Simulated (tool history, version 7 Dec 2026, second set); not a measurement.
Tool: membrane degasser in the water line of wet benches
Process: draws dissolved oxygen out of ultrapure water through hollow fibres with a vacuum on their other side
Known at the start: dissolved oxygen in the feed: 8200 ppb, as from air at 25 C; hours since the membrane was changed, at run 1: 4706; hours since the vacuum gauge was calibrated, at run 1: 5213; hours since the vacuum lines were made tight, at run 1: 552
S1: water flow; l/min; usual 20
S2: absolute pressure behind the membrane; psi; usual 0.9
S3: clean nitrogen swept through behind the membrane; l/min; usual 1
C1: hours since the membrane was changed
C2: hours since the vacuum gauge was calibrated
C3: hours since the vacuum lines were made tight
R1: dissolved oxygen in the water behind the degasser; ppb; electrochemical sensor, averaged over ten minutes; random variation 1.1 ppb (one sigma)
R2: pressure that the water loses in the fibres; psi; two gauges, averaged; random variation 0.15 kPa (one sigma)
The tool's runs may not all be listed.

run	hour	S1	S2	S3	C1	C2	C3	R1	R2
1	0.0	20	0.9	1	4706	5213	552	129.1	4.641
2	176.8	20	0.9	1	4882	5390	728	130.5	4.605
3	292.8	20	0.9	1	4998	5506	844	130.1	4.631
4	408.7	20	0.9	1	5114	5622	960	128.4	4.615
5	493.9	20	0.9	1	5200	5707	1046	128.2	4.570
6	578.3	20	0.9	1	5284	5792	1130	127.3	4.579
7	752.3	20	0.9	1	5458	5966	1304	128.1	4.618
8	921.6	20	0.9	1	5627	6135	1473	128.0	4.586
9	1010.7	15	0.9	1	5716	6224	1562	96.5	3.414
10	1119.1	20	0.9	1	5825	6332	1671	128.7	4.551

Run 11 comes next. What will it give?
11	1200.9	20	0.9	1	5907	6414	1753	?	?

R1: 127.1 ppb
R2: 4.573 psi
Without the tool's hidden state the same run would have given R1 127.0 ppb, R2 4.638 psi.
